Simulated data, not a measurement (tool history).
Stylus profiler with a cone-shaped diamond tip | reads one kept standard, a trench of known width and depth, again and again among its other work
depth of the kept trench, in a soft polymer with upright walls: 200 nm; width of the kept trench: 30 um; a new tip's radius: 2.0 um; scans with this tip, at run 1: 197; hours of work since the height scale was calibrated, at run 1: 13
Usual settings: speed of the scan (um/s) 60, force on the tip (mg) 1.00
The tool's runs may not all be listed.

run	hour	speed of the scan (um/s)	force on the tip (mg)	scans with this tip	hours of work since the height scale was calibrated	depth of the trench (Å)	width of the trench's floor (nm)
1	0.0	60	1.00	197	13	2016.4	27800
2	9.4	60	0.44	265	18	2008.3	27510
3	22.8	60	0.44	363	24	2009.6	27510
4	38.0	60	0.44	473	32	2008.8	27500
5	48.1	60	1.00	546	37	2014.4	27720
6	62.2	60	1.00	648	43	2015.8	27710
7	74.3	60	1.00	736	49	2016.1	27810
# hour 76.4: height scale calibrated on a step standard
8	93.1	53	0.56	869	8	2009.4	27700
9	107.9	53	0.56	977	15	2010.1	27620
10	125.7	88	1.00	1105	24	2017.3	27480
11	134.5	43	0.34	1169	28	2006.6	27640

Forecast each of these 4 alternatives for the next run:
# hour 138.2: height scale calibrated on a step standard, once more
A	151.9	16	1.00	1292	7	?	?
# hour 138.2: height scale calibrated on a step standard, once more
B	151.9	34	0.55	1292	7	?	?
# hour 138.2: height scale calibrated on a step standard, once more
C	151.9	40	0.61	1292	7	?	?
# hour 138.2: height scale calibrated on a step standard, once more
D	151.9	43	0.59	1292	7	?	?

run	depth of the trench (Å)	width of the trench's floor (nm)
A	2016.9	28130
B	2010.4	27910
C	2011.0	27850
D	2010.9	27790
Without the tool's hidden state the same runs would have given:
run	depth of the trench (Å)	width of the trench's floor (nm)
A	2017.2	28130
B	2010.6	27910
C	2011.2	27850
D	2011.2	27790

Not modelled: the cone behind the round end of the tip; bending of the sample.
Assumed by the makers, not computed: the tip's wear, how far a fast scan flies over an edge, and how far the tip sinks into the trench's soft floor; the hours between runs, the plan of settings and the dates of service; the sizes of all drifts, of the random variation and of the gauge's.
